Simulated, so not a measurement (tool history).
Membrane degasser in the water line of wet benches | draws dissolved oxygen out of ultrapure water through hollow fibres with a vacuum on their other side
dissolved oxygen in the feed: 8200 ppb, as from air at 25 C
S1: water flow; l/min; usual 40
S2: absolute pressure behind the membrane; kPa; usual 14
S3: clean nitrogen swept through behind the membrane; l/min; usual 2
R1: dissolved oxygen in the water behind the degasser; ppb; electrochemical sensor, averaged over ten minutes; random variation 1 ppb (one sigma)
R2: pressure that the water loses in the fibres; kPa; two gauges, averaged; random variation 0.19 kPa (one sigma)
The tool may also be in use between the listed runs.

| run | hour | S1 | S2 | S3 | R1 | R2 |
|---|---|---|---|---|---|---|
| 1 | 0 | 40 | 14 | 2 | 467 | 39.98 |
| 2 | 164.5 | 55 | 14 | 2 | 617.5 | 54.83 |
| 3 | 296.2 | 55 | 14 | 2 | 618.5 | 55.09 |
| 4 | 410.9 | 55 | 14 | 2 | 617.3 | 55.2 |
| 5 | 525.4 | 40 | 14 | 2 | 468.6 | 39.91 |
| 6 | 617.1 | 40 | 14 | 2 | 468.4 | 39.86 |
| 7 | 723.3 | 40 | 27.9 | 2 | 995.3 | 40.47 |
| 8 | 903.7 | 40 | 14 | 2 | 469.4 | 40.01 |
| 9 | 1053 | 40 | 14 | 2 | 468.9 | 40.49 |
| 10 | 1216.2 | 40 | 17.9 | 2 | 621.7 | 40.06 |
| 11 | 1301.8 | 40 | 8.7 | 2 | 250.1 | 40.32 |
| 12 | 1424.8 | 41 | 14 | 2 | 478.5 | 41.2 |
| 13 | 1595 | 41 | 14 | 2 | 480.3 | 41.45 |
| 14 | 1759.6 | 40 | 14 | 2 | 467.2 | 40.38 |
| 15 | 1882 | 40 | 14 | 1.8 | 513.1 | 40.45 |
| 16 | 1991.5 | 40 | 14 | 1.8 | 510.5 | 40.34 |
| 17 | 2122.4 | 47 | 14 | 3 | 387 | 47.44 |
| 18 | 2293.4 | 33 | 33.6 | 3.63 | 622.3 | 33.06 |
| 19 | 2455.6 | 24 | 12.3 | 3.63 | 145.4 | 24.16 |
| 20 | 2642.5 | 24 | 13.1 | 5.31 | 110.4 | 24.39 |
| 21 | 2729.6 | 57 | 15.6 | 2 | 720.5 | 57.71 |
| 22 | 2812.4 | 55 | 13.4 | 2 | 582.6 | 55.45 |
| 23 | 2986.6 | 36 | 14 | 2 | 424.5 | 36.18 |
| 24 | 3091.5 | 36 | 14 | 2 | 424.6 | 36.49 |
| 25 | 3235.9 | 36 | 14 | 2 | 426.5 | 36.76 |
| 26 | 3340.5 | 36 | 14 | 2 | 426 | 36.34 |
| 27 | 3520.7 | 35 | 14 | 4.79 | 191.6 | 35.72 |
| 28 | 3635.8 | 35 | 12.4 | 2.08 | 345.3 | 35.4 |
| 29 | 3797.3 | 35 | 11.6 | 5.25 | 139.3 | 35.51 |
| 30 | 3939.5 | 40 | 9.3 | 3.84 | 155.4 | 40.66 |
| 31 | 4086.2 | 40 | 9.3 | 3.84 | 155.6 | 40.83 |

Taken out of this log: 3 entries between the listed runs. Where each belongs, and how the hidden state differs across it:
Between runs 17 and 18: vacuum gauge calibrated (hour 2141.8)
  true pressure behind the membrane over the reading, kPa: 0.1 -> 0.11; air that leaks in behind the membrane, l/min: 0.0119 -> 0.0122
  measured less the result without the state, R1: +6.6 -> +7.5 ppb; R2: +1.25 -> +0.91 kPa
Between runs 18 and 19: vacuum gauge calibrated, once more (hour 2445.7)
  membrane still open, %: 97.3 -> 97.2; true pressure behind the membrane over the reading, kPa: 0.11 -> -0.01; air that leaks in behind the membrane, l/min: 0.0122 -> 0.0124
  measured less the result without the state, R1: +7.5 -> +1.8 ppb; R2: +0.91 -> +0.67 kPa
Between runs 29 and 30: seals of the vacuum lines changed (hour 3928.9)
  membrane still open, %: 96.8 -> 96.7; true pressure behind the membrane over the reading, kPa: 0.03 -> 0.04; air that leaks in behind the membrane, l/min: 0.0144 -> 0.0019
  measured less the result without the state, R1: +2.8 -> +2.4 ppb; R2: +1.14 -> +1.33 kPa
